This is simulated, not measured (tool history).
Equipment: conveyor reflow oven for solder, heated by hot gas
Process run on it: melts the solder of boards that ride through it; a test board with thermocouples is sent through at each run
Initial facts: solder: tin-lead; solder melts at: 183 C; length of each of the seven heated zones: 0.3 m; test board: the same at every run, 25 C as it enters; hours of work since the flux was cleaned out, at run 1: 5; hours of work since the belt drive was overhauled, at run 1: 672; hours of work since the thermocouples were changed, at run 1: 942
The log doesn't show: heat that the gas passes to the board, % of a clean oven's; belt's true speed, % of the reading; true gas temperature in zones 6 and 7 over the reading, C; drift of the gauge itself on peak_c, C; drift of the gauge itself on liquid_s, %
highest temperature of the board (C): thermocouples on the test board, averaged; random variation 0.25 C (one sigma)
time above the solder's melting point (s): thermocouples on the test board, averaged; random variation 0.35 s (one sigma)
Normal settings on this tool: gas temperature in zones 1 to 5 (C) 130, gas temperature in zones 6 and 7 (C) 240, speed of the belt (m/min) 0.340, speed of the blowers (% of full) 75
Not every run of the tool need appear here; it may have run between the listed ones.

run,hour,gas temperature in zones 1 to 5 (C),gas temperature in zones 6 and 7 (C),speed of the belt (m/min),speed of the blowers (% of full),hours of work since the flux was cleaned out,hours of work since the belt drive was overhauled,hours of work since the thermocouples were changed,highest temperature of the board (C),time above the solder's melting point (s)
1,0.0,130,240,0.340,75,5,672,942,223.8,82.6
2,39.7,130,240,0.340,75,26,693,963,223.5,82.8
3,66.4,143,240,0.340,75,40,707,977,225.4,90.9
4,89.7,143,240,0.340,75,52,719,990,225.2,89.4
5,111.0,130,240,0.320,75,64,731,1001,225.2,90.0
6,129.9,130,240,0.340,75,74,741,1011,223.3,82.1
7,169.1,130,240,0.340,75,94,761,1032,222.9,81.8
8,209.2,130,240,0.340,75,116,782,1053,222.6,81.5
9,238.8,130,240,0.340,75,131,798,1068,222.5,81.1
10,256.3,118,240,0.340,84,140,807,1078,223.1,78.0
11,284.0,118,240,0.340,84,155,822,1092,222.9,77.6
12,319.0,139,240,0.376,75,173,840,1111,220.2,74.3
13,345.3,145,244,0.376,79,187,854,1125,225.3,81.9
14,378.2,131,241,0.376,79,205,872,1142,219.7,70.6
15,407.6,122,250,0.340,80,220,887,1158,230.3,84.9
# hour 434.7: flux residue cleaned out of gas plates and filters
16,434.8,122,250,0.340,80,0,899,1169,233.2,87.6
17,467.5,122,250,0.340,80,17,916,1187,233.3,87.7

4 ways to go on from here, each from the tool as it stands after run 17. What would each give?
A,501.9,122,250,0.340,78,35,934,1205,?,?
B,501.9,122,240,0.369,84,35,934,1205,?,?
C,501.9,119,250,0.401,80,35,934,1205,?,?
D,501.9,145,235,0.340,76,35,934,1205,?,?

run,highest temperature of the board (C),time above the solder's melting point (s)
A,232.1,86.4
B,222.2,71.8
C,225.1,66.9
D,222.2,88.4
Without the tool's unlogged condition, the same runs would have read:
run,highest temperature of the board (C),time above the solder's melting point (s)
A,230.1,83.7
B,220.3,69.1
C,223.2,64.5
D,220.2,85.4
